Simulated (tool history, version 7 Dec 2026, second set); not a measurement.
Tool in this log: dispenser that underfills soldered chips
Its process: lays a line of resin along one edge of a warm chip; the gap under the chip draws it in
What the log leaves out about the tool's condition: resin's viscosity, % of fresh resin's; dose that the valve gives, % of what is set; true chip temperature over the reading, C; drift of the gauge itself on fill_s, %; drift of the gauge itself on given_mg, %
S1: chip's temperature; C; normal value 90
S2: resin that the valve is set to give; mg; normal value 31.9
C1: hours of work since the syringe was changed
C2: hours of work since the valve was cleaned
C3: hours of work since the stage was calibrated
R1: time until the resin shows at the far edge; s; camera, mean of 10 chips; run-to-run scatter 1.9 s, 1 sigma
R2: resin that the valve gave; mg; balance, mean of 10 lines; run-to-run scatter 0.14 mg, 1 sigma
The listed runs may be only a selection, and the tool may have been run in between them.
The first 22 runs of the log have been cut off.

run	hour	S1	S2	C1	C2	C3	R1	R2
23	86.8	96	29.8	8	110	181	302.2	26.95
24	89.0	102	35.7	10	112	183	266.6	32.36
# hour 89.8: new syringe of resin
25	93.8	100	33.9	2	114	185	163.1	30.80
26	96.2	90	38.6	4	116	187	261.4	34.83
27	101.1	90	38.6	7	119	190	333.8	34.86
28	103.6	101	32.1	9	120	191	262.9	29.00
# hour 106.1: new syringe of resin
29	107.0	89	32.1	1	122	193	212.7	29.05
30	110.3	96	38.7	3	124	195	192.8	34.90
31	112.7	77	38.7	4	126	197	432.0	34.80
32	114.7	103	37.4	5	127	198	187.5	33.90
33	119.6	92	30.0	8	130	201	349.2	26.96
# hour 122.4: new syringe of resin
34	122.8	77	40.4	0	132	203	316.1	36.30
35	127.8	76	31.0	3	135	206	423.3	27.61
# hour 131.2: dispensing valve cleaned and set on the balance
36	132.6	85	40.7	6	1	209	355.0	40.83

Predict each of these 4 candidate next runs independently; none follows another, all start after run 36:
A	134.7	85	41.5	7	2	210	?	?
B	134.7	78	40.7	7	2	210	?	?
C	134.7	103	40.7	7	2	210	?	?
D	134.7	77	28.9	7	2	210	?	?

run	R1	R2
A	390.1	41.50
B	510.2	41.05
C	206.0	40.88
D	546.2	28.96
Without the tool's unlogged condition, the same runs would have read:
run	R1	R2
A	220.9	41.39
B	288.3	40.94
C	117.1	40.77
D	308.4	28.88
